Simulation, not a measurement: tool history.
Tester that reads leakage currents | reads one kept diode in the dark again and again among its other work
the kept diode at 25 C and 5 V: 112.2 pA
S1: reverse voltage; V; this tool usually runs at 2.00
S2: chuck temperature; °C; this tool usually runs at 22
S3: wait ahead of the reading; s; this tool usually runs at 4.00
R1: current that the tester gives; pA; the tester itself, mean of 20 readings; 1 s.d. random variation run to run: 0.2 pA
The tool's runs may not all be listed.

run 1 hour=0.0 | S1=2.00 S2=22 S3=4.00 | R1=61.83
run 2 hour=20.5 | S1=4.74 S2=22 S3=4.00 | R1=81.37
run 3 hour=48.1 | S1=4.74 S2=22 S3=4.00 | R1=81.40
run 4 hour=78.5 | S1=4.74 S2=22 S3=4.00 | R1=81.12
run 5 hour=101.4 | S1=4.74 S2=22 S3=4.00 | R1=80.89
run 6 hour=117.8 | S1=4.74 S2=22 S3=4.00 | R1=81.02
run 7 hour=148.4 | S1=4.74 S2=41 S3=4.00 | R1=466.66
run 8 hour=170.1 | S1=4.74 S2=41 S3=4.00 | R1=462.83
run 9 hour=201.7 | S1=4.74 S2=41 S3=4.00 | R1=466.58
run 10 hour=228.1 | S1=5.00 S2=23 S3=1.17 | R1=91.07
run 11 hour=256.2 | S1=4.73 S2=35 S3=4.00 | R1=270.96
run 12 hour=277.6 | S1=1.74 S2=24 S3=4.00 | R1=71.04
run 13 hour=307.6 | S1=1.74 S2=57 S3=4.00 | R1=1250.77
run 14 hour=324.4 | S1=2.00 S2=40 S3=4.00 | R1=319.92
run 15 hour=346.5 | S1=2.00 S2=22 S3=0.57 | R1=61.81

Here are 3 independent what-if runs from the current tool condition. What would each one return?
run A hour=363.3 | S1=7.53 S2=22 S3=0.81 | R1=?
run B hour=363.3 | S1=2.00 S2=49 S3=4.00 | R1=?
run C hour=363.3 | S1=8.74 S2=26 S3=4.00 | R1=?

run=A R1=95.43
run=B R1=685.66
run=C R1=143.88
The same runs, with their run-to-run variation unchanged, on a tool lacking any hidden condition would have given:
run=A R1=98.00
run=B R1=708.46
run=C R1=148.14

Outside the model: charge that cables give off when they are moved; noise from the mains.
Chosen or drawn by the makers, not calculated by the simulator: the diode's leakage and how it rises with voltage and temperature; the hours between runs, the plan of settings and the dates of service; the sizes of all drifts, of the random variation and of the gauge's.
